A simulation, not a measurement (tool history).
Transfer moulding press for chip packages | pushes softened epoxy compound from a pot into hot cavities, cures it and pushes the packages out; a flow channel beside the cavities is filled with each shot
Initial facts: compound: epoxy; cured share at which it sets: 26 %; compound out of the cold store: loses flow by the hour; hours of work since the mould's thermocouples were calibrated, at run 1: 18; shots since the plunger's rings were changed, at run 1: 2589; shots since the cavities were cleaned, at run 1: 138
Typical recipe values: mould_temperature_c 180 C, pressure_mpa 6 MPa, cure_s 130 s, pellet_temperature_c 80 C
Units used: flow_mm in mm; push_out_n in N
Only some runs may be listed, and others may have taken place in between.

run    hour  mould_temperature_c  pressure_mpa  cure_s  pellet_temperature_c  hours of work since the mould's thermocouples were calibrated  shots since the plunger's rings were changed  shots since the cavities were cleaned  incoming compound's hours out of the cold store  flow_mm  push_out_n
  1       0                  180             6     130                    80                                                             18                                          2589                                    138                                             18.2      588         471
  2    44.7                  180             6     130                    80                                                             36                                          2867                                    416                                             39.7      542         540
       69.8  -- cavities cleaned with cleaning compound and waxed
  3   101.8                  180             6     130                    80                                                             58                                          3212                                    199                                             28.4      559         665
  4   133.3                  180             6     130                    80                                                             71                                          3407                                    394                                             43.4      530         686
      160.6  -- cavities cleaned with cleaning compound and waxed
  5   173.3                  180             6     130                    80                                                             86                                          3646                                     79                                             24.7      565         427
  6   235.6                  180             6     130                    80                                                            111                                          4033                                    466                                             11.2      588         610
      250.8  -- plunger's sealing rings changed
      252.3  -- cavities cleaned with cleaning compound and waxed
  7   276.6                  180             6     130                    80                                                            126                                           151                                    151                                             25.3      593         463
  8   328.5                  180             6     130                    80                                                            147                                           473                                    473                                             10.8      626         582
      345.4  -- cavities cleaned with cleaning compound and waxed, once more
  9   386.2                  180             6     130                    80                                                            170                                           822                                    254                                             46.9      544         509
 10   413.3                  180             6     130                    80                                                            181                                           990                                    422                                             25.1      583         554
        440  -- cavities cleaned with cleaning compound and waxed
 11   463.4                  180             6     130                    80                                                            200                                          1292                                    146                                             40.3      546         456
 12     510                  180             6     130                    80                                                            219                                          1581                                    435                                             43.7      542         570
      533.1  -- cavities cleaned with cleaning compound and waxed
 13   556.5                  180             6     130                    80                                                            237                                          1860                                    145                                             22.1      584         473
 14   604.4                  180             6     130                    80                                                            256                                          2157                                    442                                             22.1      582         569
      624.9  -- cavities cleaned with cleaning compound and waxed
 15   663.9                  180           5.9     130                    80                                                            280                                          2518                                    242                                               31      552         477
 16   698.1                  173          6.85     130                    80                                                            294                                          2730                                    454                                               47      591         829
      715.1  -- cavities cleaned with cleaning compound and waxed
 17     761                  173          6.85     130                    80                                                            318                                          3111                                    285                                             27.7      618         775
      806.1  -- cavities cleaned with cleaning compound and waxed
      820.7  -- mould's thermocouples calibrated
 18     825                  186          5.08     130                    80                                                              2                                          3486                                    104                                             29.5      502         383
 19   883.6                  178          5.41     144                    77                                                             25                                          3850                                    468                                             30.7      528         565
      898.2  -- cavities cleaned with cleaning compound and waxed
 20   922.4                  175             6     130                    87                                                             40                                          4081                                    150                                             40.5      545         573
      928.4  -- plunger's sealing rings changed
 21   979.6                  175             6     130                    87                                                             62                                           317                                    490                                             40.4      574         728
      993.3  -- cavities cleaned with cleaning compound and waxed
 22  1008.1                  175             6     138                    87                                                             73                                           485                                     92                                             25.4      601         472
 23  1054.5                  180             6     140                    74                                                             92                                           773                                    380                                             24.9      585         507
     1083.1  -- cavities cleaned with cleaning compound and waxed
 24  1110.9                  183          7.36     145                    74                                                            114                                          1113                                    172                                             25.8      636         402
 25  1147.1                  187             6     147                    80                                                            129                                          1338                                    397                                             22.4      567         483
     1174.8  -- cavities cleaned with cleaning compound and waxed
 26  1184.3                  182             6     147                    71                                                            143                                          1560                                     59                                             28.1      562         367
 27  1217.3                  182             6     147                    71                                                            156                                          1765                                    264                                             29.9      561         435
       1266  -- cavities cleaned with cleaning compound and waxed
 28  1267.8                  179          5.92     130                    80                                                            176                                          2069                                     11                                             14.7      595         383
 29  1314.9                  176           6.8     130                    73                                                            195                                          2361                                    303                                             44.1      584         604

Entry by entry between the runs, the difference in hidden state between the last listed run before and the first listed run after:
After run 2, before run 3: cavities cleaned with cleaning compound and waxed (hour 69.8)
  true mould temperature over the reading, C: -0.08 -> -0.06; pressure that reaches the compound, % of what is set: 92.26 -> 91.33; grip of the stained cavities, % over clean ones': 47.8 -> 79.7
  measured result minus the result with no hidden state, flow_mm: -22 -> -26 mm; push_out_n: +176 -> +297 N
After run 4, before run 5: cavities cleaned with cleaning compound and waxed (hour 160.6)
  true mould temperature over the reading, C: -0.05 -> -0.04; pressure that reaches the compound, % of what is set: 90.84 -> 90.21; grip of the stained cavities, % over clean ones': 87 -> 14.6
  measured result minus the result with no hidden state, flow_mm: -26 -> -30 mm; push_out_n: +317 -> +54 N
After run 6, before run 7: plunger's sealing rings changed (hour 250.8); cavities cleaned with cleaning compound and waxed (hour 252.3)
  true mould temperature over the reading, C: -0.02 -> 0; pressure that reaches the compound, % of what is set: 89.26 -> 99.17; grip of the stained cavities, % over clean ones': 53.3 -> 21.6
  measured result minus the result with no hidden state, flow_mm: -35 -> -3 mm; push_out_n: +212 -> +82 N
After run 8, before run 9: cavities cleaned with cleaning compound and waxed, once more (hour 345.4)
  true mould temperature over the reading, C: 0.02 -> 0.04; pressure that reaches the compound, % of what is set: 98.39 -> 97.6; grip of the stained cavities, % over clean ones': 52.4 -> 34.5
  measured result minus the result with no hidden state, flow_mm: -5 -> -7 mm; push_out_n: +198 -> +129 N
After run 10, before run 11: cavities cleaned with cleaning compound and waxed (hour 440)
  true mould temperature over the reading, C: 0.05 -> 0.07; pressure that reaches the compound, % of what is set: 97.15 -> 96.36; grip of the stained cavities, % over clean ones': 49.8 -> 21.3
  measured result minus the result with no hidden state, flow_mm: -9 -> -10 mm; push_out_n: +184 -> +80 N
After run 12, before run 13: cavities cleaned with cleaning compound and waxed (hour 533.1)
  true mould temperature over the reading, C: 0.08 -> 0.1; pressure that reaches the compound, % of what is set: 95.62 -> 94.97; grip of the stained cavities, % over clean ones': 51.1 -> 23.9
  measured result minus the result with no hidden state, flow_mm: -12 -> -16 mm; push_out_n: +191 -> +89 N
After run 14, before run 15: cavities cleaned with cleaning compound and waxed (hour 624.9)
  true mould temperature over the reading, C: 0.12 -> 0.14; pressure that reaches the compound, % of what is set: 94.15 -> 93.19; grip of the stained cavities, % over clean ones': 53.3 -> 32.5
  measured result minus the result with no hidden state, flow_mm: -18 -> -20 mm; push_out_n: +196 -> +116 N
After run 16, before run 17: cavities cleaned with cleaning compound and waxed (hour 715.1)
  true mould temperature over the reading, C: 0.15 -> 0.17; pressure that reaches the compound, % of what is set: 92.65 -> 91.73; grip of the stained cavities, % over clean ones': 51.6 -> 37.5
  measured result minus the result with no hidden state, flow_mm: -23 -> -28 mm; push_out_n: +275 -> +205 N
After run 17, before run 18: cavities cleaned with cleaning compound and waxed (hour 806.1); mould's thermocouples calibrated (hour 820.7)
  true mould temperature over the reading, C: 0.17 -> 0.02; pressure that reaches the compound, % of what is set: 91.73 -> 90.83; grip of the stained cavities, % over clean ones': 37.5 -> 15.5
  measured result minus the result with no hidden state, flow_mm: -28 -> -24 mm; push_out_n: +205 -> +50 N
After run 19, before run 20: cavities cleaned with cleaning compound and waxed (hour 898.2)
  true mould temperature over the reading, C: 0.05 -> 0.06; pressure that reaches the compound, % of what is set: 89.8 -> 89.2; grip of the stained cavities, % over clean ones': 53.5 -> 22.5
  measured result minus the result with no hidden state, flow_mm: -29 -> -33 mm; push_out_n: +197 -> +103 N
After run 20, before run 21: plunger's sealing rings changed (hour 928.4)
  true mould temperature over the reading, C: 0.06 -> 0.08; pressure that reaches the compound, % of what is set: 89.2 -> 98.78; grip of the stained cavities, % over clean ones': 22.5 -> 54.8
  measured result minus the result with no hidden state, flow_mm: -33 -> -4 mm; push_out_n: +103 -> +255 N
After run 21, before run 22: cavities cleaned with cleaning compound and waxed (hour 993.3)
  true mould temperature over the reading, C: 0.08 -> 0.09; pressure that reaches the compound, % of what is set: 98.78 -> 98.39; grip of the stained cavities, % over clean ones': 54.8 -> 12.8
  measured result minus the result with no hidden state, flow_mm: -4 -> -5 mm; push_out_n: +255 -> +52 N
After run 23, before run 24: cavities cleaned with cleaning compound and waxed (hour 1083.1)
  true mould temperature over the reading, C: 0.11 -> 0.13; pressure that reaches the compound, % of what is set: 97.69 -> 96.9; grip of the stained cavities, % over clean ones': 45.6 -> 23.9
  measured result minus the result with no hidden state, flow_mm: -7 -> -10 mm; push_out_n: +157 -> +78 N
After run 25, before run 26: cavities cleaned with cleaning compound and waxed (hour 1174.8)
  true mould temperature over the reading, C: 0.14 -> 0.16; pressure that reaches the compound, % of what is set: 96.31 -> 95.81; grip of the stained cavities, % over clean ones': 47 -> 9.2
  measured result minus the result with no hidden state, flow_mm: -11 -> -12 mm; push_out_n: +153 -> +30 N
After run 27, before run 28: cavities cleaned with cleaning compound and waxed (hour 1266)
  true mould temperature over the reading, C: 0.17 -> 0.19; pressure that reaches the compound, % of what is set: 95.35 -> 94.65; grip of the stained cavities, % over clean ones': 32.8 -> 1.7
  measured result minus the result with no hidden state, flow_mm: -14 -> -17 mm; push_out_n: +107 -> +3 N
